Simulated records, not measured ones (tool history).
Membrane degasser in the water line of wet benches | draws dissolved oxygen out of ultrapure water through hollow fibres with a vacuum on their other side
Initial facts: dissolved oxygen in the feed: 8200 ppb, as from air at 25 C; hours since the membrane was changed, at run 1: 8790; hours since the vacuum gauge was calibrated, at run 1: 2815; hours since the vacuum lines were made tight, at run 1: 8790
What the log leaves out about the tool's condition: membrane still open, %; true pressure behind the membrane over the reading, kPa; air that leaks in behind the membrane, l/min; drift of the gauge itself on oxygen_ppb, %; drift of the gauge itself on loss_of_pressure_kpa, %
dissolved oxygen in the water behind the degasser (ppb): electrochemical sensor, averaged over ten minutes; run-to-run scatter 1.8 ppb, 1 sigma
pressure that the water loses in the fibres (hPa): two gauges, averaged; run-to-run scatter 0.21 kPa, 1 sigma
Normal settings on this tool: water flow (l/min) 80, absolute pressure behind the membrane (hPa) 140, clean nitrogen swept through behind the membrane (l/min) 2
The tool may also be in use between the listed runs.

run	hour	water flow (l/min)	absolute pressure behind the membrane (hPa)	clean nitrogen swept through behind the membrane (l/min)	hours since the membrane was changed	hours since the vacuum gauge was calibrated	hours since the vacuum lines were made tight	dissolved oxygen in the water behind the degasser (ppb)	pressure that the water loses in the fibres (hPa)
1	0	80	140	2	8790	2815	8790	802.7	488.7
2	161.8	80	140	2	8952	2977	8952	802.2	490.6
3	289.4	80	140	2	9080	3105	9080	801.7	484.6
4	416.8	80	140	2	9207	3232	9207	804.5	485.1
5	587.2	80	140	0.91	9378	3402	9378	1362.3	488
6	704.6	80	140	0.91	9495	3520	9495	1364.8	488
7	871.8	80	279	2	9662	3687	9662	1652.2	486.7
8	1054.7	80	279	2	9845	3870	9845	1654.2	489
9	1214.1	80	279	2	10005	4029	10005	1644.8	489.9
# hour 1361.4: seals of the vacuum lines changed
10	1401.2	80	279	2	10190	4214	40	1650.5	490.1
11	1571.6	67	140	2	10360	4385	210	695.4	408.2
12	1790.5	67	140	2	10579	4604	429	695.7	410.8
13	1973.6	71	140	2	10762	4787	612	728.8	433.6
14	2146.3	80	140	2	10935	4960	785	798.1	486
15	2290.7	80	140	2	11079	5104	929	794.8	487.2
16	2384.2	80	140	2	11173	5197	1023	798	490.6
# hour 2446.1: vacuum gauge calibrated
17	2549.4	80	146	1.89	11337	103	1187	870.7	487.4
18	2724.7	80	146	1.89	11513	279	1363	874.7	487.2
19	2942.6	99	216	1.79	11731	496	1581	1603.5	602.9
20	3124.5	77	203	2	11912	678	1763	1163.9	471.4
21	3281.4	77	203	2	12069	835	1920	1163.6	466.9
22	3371.1	51	136	5.9	12159	925	2009	207.9	312.2
23	3529.8	79	226	1.85	12318	1084	2168	1396.3	486.6
24	3656.3	94	118	1.39	12444	1210	2294	939	574.4
25	3829	94	118	1.39	12617	1383	2467	940.7	573.6
26	4027	92	178	1.52	12815	1581	2665	1392.9	559
27	4189.2	80	145	1.8	12977	1743	2827	890.7	489
28	4282.2	80	125	1.8	13070	1836	2920	747	489.8
29	4401.8	77	350	1.01	13190	1956	3040	2937.8	468.3
30	4546.2	80	205	1.04	13334	2100	3184	1854.7	489.2
31	4745.1	80	205	1.04	13533	2299	3383	1851.9	489.1

Selected run-to-run steps in dissolved oxygen in the water behind the degasser (ppb), each split into two signed amounts: the part the tool would show with no hidden state at all (from settings, incoming material and random variation), and the remainder, which goes to the hidden state together with any gauge scatter not common to the measured and the hidden-state-free results:
Run 22 -> 23: water flow (l/min) 51 -> 79, absolute pressure behind the membrane (hPa) 136 -> 226, clean nitrogen swept through behind the membrane (l/min) 5.9 -> 1.85. dissolved oxygen in the water behind the degasser (ppb) +1188.4: hidden state -13.2, all else +1201.6.
Run 28 -> 29: water flow (l/min) 80 -> 77, absolute pressure behind the membrane (hPa) 125 -> 350, clean nitrogen swept through behind the membrane (l/min) 1.8 -> 1.01. dissolved oxygen in the water behind the degasser (ppb) +2190.8: hidden state -31, all else +2221.8.
Run 29 -> 30: water flow (l/min) 77 -> 80, absolute pressure behind the membrane (hPa) 350 -> 205, clean nitrogen swept through behind the membrane (l/min) 1.01 -> 1.04. dissolved oxygen in the water behind the degasser (ppb) -1083.1: hidden state +14.3, all else -1097.4.

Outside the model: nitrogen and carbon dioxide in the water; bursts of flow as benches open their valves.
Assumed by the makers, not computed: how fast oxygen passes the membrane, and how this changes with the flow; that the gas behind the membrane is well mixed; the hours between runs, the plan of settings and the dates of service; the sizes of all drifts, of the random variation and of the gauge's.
